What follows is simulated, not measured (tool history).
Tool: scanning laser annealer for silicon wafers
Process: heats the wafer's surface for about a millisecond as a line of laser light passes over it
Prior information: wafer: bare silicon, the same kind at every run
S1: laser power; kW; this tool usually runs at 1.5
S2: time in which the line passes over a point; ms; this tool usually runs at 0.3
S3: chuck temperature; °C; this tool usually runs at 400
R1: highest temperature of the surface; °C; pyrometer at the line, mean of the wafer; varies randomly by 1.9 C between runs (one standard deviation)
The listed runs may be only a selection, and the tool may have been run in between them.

{"run": 1, "hour": 0.0, "S1": 1.5, "S2": 0.3, "S3": 400, "R1": 1184}
{"run": 2, "hour": 11.8, "S1": 1.5, "S2": 0.354, "S3": 400, "R1": 1241}
{"run": 3, "hour": 23.5, "S1": 1.5, "S2": 0.3, "S3": 400, "R1": 1183}
{"run": 4, "hour": 37.6, "S1": 1.5, "S2": 0.3, "S3": 396, "R1": 1182}
{"run": 5, "hour": 52.0, "S1": 1.5, "S2": 0.3, "S3": 400, "R1": 1181}
{"run": 6, "hour": 61.7, "S1": 1.5, "S2": 0.3, "S3": 400, "R1": 1184}
{"run": 7, "hour": 76.9, "S1": 1.5, "S2": 0.3, "S3": 400, "R1": 1181}
{"run": 8, "hour": 86.4, "S1": 1.5, "S2": 0.3, "S3": 400, "R1": 1181}
{"run": 9, "hour": 95.0, "S1": 1.5, "S2": 0.3, "S3": 400, "R1": 1186}
{"run": 10, "hour": 106.8, "S1": 1.5, "S2": 0.333, "S3": 400, "R1": 1221}
{"run": 11, "hour": 121.3, "S1": 1.5, "S2": 0.333, "S3": 400, "R1": 1223}
{"run": 12, "hour": 135.5, "S1": 1.5, "S2": 0.3, "S3": 400, "R1": 1180}
{"run": 13, "hour": 144.7, "S1": 1.5, "S2": 0.3, "S3": 400, "R1": 1180}
{"run": 14, "hour": 157.2, "S1": 1.5, "S2": 0.3, "S3": 400, "R1": 1186}
{"run": 15, "hour": 177.4, "S1": 1.5, "S2": 0.3, "S3": 423, "R1": 1207}
{"run": 16, "hour": 187.5, "S1": 1.5, "S2": 0.3, "S3": 423, "R1": 1207}
{"run": 17, "hour": 204.0, "S1": 1.5, "S2": 0.3, "S3": 423, "R1": 1205}
{"run": 18, "hour": 214.4, "S1": 1.5, "S2": 0.3, "S3": 423, "R1": 1207}
{"run": 19, "hour": 228.8, "S1": 1.5, "S2": 0.305, "S3": 400, "R1": 1191}
{"run": 20, "hour": 246.9, "S1": 1.5, "S2": 0.3, "S3": 400, "R1": 1184}
{"run": 21, "hour": 261.2, "S1": 1.5, "S2": 0.3, "S3": 400, "R1": 1182}
{"run": 22, "hour": 279.3, "S1": 1.642, "S2": 0.296, "S3": 361, "R1": 1225}
{"run": 23, "hour": 297.3, "S1": 1.642, "S2": 0.296, "S3": 361, "R1": 1225}
{"run": 24, "hour": 309.7, "S1": 1.334, "S2": 0.3, "S3": 379, "R1": 1063}
{"run": 25, "hour": 321.7, "S1": 1.39, "S2": 0.292, "S3": 369, "R1": 1075}
{"run": 26, "hour": 333.1, "S1": 1.519, "S2": 0.292, "S3": 417, "R1": 1204}
{"run": 27, "hour": 344.4, "S1": 1.519, "S2": 0.292, "S3": 417, "R1": 1202}
{"run": 28, "hour": 361.6, "S1": 1.519, "S2": 0.271, "S3": 438, "R1": 1198}
{"run": 29, "hour": 369.9, "S1": 1.5, "S2": 0.3, "S3": 431, "R1": 1215}
{"run": 30, "hour": 379.6, "S1": 1.5, "S2": 0.3, "S3": 431, "R1": 1215}
{"run": 31, "hour": 391.5, "S1": 1.5, "S2": 0.3, "S3": 431, "R1": 1212}
{"run": 32, "hour": 407.9, "S1": 1.392, "S2": 0.356, "S3": 396, "R1": 1171}
{"run": 33, "hour": 424.5, "S1": 1.604, "S2": 0.22, "S3": 427, "R1": 1165}
{"run": 34, "hour": 434.3, "S1": 1.554, "S2": 0.252, "S3": 400, "R1": 1159}
{"run": 35, "hour": 443.4, "S1": 1.504, "S2": 0.3, "S3": 400, "R1": 1186}
{"run": 36, "hour": 451.4, "S1": 1.404, "S2": 0.223, "S3": 374, "R1": 1014}
{"run": 37, "hour": 470.1, "S1": 1.404, "S2": 0.223, "S3": 374, "R1": 1014}
{"run": 38, "hour": 479.8, "S1": 1.404, "S2": 0.223, "S3": 374, "R1": 1012}
{"run": 39, "hour": 498.4, "S1": 1.625, "S2": 0.245, "S3": 424, "R1": 1209}
{"run": 40, "hour": 513.0, "S1": 1.625, "S2": 0.245, "S3": 424, "R1": 1211}
{"run": 41, "hour": 527.6, "S1": 1.625, "S2": 0.217, "S3": 424, "R1": 1172}
{"run": 42, "hour": 543.8, "S1": 1.625, "S2": 0.217, "S3": 424, "R1": 1173}

Taken out of this log: 1 entry between the listed runs. Where each belongs, and how the hidden state differs across it:
In the gap between runs 14 and 15: window over the wafer cleaned (hour 165.1)
  light that passes the window, % of a clean one's: 99.94 -> 100
